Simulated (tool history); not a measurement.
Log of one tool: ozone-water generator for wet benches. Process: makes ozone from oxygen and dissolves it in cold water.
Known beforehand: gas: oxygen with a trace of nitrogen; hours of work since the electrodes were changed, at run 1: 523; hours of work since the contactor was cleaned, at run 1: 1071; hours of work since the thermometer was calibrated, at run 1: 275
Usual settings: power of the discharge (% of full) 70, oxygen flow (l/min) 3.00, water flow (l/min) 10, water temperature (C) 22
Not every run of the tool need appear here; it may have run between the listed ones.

run,hour,power of the discharge (% of full),oxygen flow (l/min),water flow (l/min),water temperature (C),hours of work since the electrodes were changed,hours of work since the contactor was cleaned,hours of work since the thermometer was calibrated,dissolved ozone (ppm),ozone in the gas ahead of the water (g/m3)
1,0.0,70,3.00,10,22,523,1071,275,20.4,180.9
2,30.2,70,3.00,10,22,553,1101,305,20.4,180.9
3,49.9,70,3.00,10,22,572,1120,324,20.1,181.0
4,68.8,70,3.00,6,22,590,1139,342,28.8,180.3
5,94.4,70,3.00,6,22,615,1164,367,28.8,181.4
6,119.4,70,3.00,6,22,640,1188,392,28.6,180.8
7,142.3,70,3.00,6,22,662,1210,414,29.0,181.5
8,170.6,70,3.00,6,22,690,1238,442,28.6,180.1
9,208.9,70,3.00,10,22,727,1275,479,20.1,180.9
10,247.3,70,3.00,10,22,765,1313,517,20.0,183.1
11,269.7,70,3.00,10,17,786,1335,538,21.8,180.3
12,314.8,70,3.00,10,17,830,1379,582,21.3,180.6
13,350.0,70,3.00,10,17,865,1413,617,21.4,180.1
14,387.9,70,3.00,10,17,902,1450,654,22.0,178.5
15,412.4,70,3.00,10,17,926,1474,678,21.6,180.5
16,441.0,70,3.00,10,22,954,1502,706,19.9,179.6
17,461.1,70,2.90,10,24,973,1522,725,19.2,184.0
18,507.4,60,3.00,8,19,1019,1567,771,23.0,163.2
# hour 511.0: water thermometer calibrated
19,534.5,70,1.68,10,22,1045,1593,23,19.4,241.0
20,557.7,70,5.33,14,22,1067,1616,46,14.4,132.5
21,579.9,70,4.40,7,22,1089,1637,67,24.1,145.3
22,601.3,70,1.94,10,22,1110,1658,88,19.3,222.5
# hour 611.7: water thermometer calibrated, once more
23,647.5,70,3.00,7,22,1154,1703,35,26.0,178.2
24,674.9,70,3.00,7,22,1181,1729,62,25.5,177.4
25,716.9,70,4.79,12,25,1222,1771,103,15.4,138.4
26,746.4,70,4.79,12,25,1251,1799,132,15.3,140.4
27,780.9,70,4.79,12,25,1285,1833,165,15.6,140.6
28,827.3,70,4.79,12,25,1330,1878,210,15.4,138.6
29,862.8,70,4.79,14,25,1365,1913,245,13.6,138.7
30,906.9,43,1.52,13,22,1408,1956,288,11.2,191.8
31,943.8,50,1.52,13,22,1444,1992,324,12.0,210.0
32,977.9,50,1.52,13,22,1477,2025,358,11.7,209.2

Below are 3 alternative next runs, each starting from the tool's condition after run 32. Predict each:
A,1015.1,70,3.38,10,22,1513,2062,394,?,?
B,1015.1,43,3.29,13,22,1513,2062,394,?,?
C,1015.1,59,2.20,9,22,1513,2062,394,?,?

run,dissolved ozone (ppm),ozone in the gas ahead of the water (g/m3)
A,19.2,165.4
B,12.0,128.6
C,19.7,189.5
Without the tool's hidden state the same runs would have given:
run,dissolved ozone (ppm),ozone in the gas ahead of the water (g/m3)
A,20.3,171.5
B,12.6,132.0
C,20.7,195.9

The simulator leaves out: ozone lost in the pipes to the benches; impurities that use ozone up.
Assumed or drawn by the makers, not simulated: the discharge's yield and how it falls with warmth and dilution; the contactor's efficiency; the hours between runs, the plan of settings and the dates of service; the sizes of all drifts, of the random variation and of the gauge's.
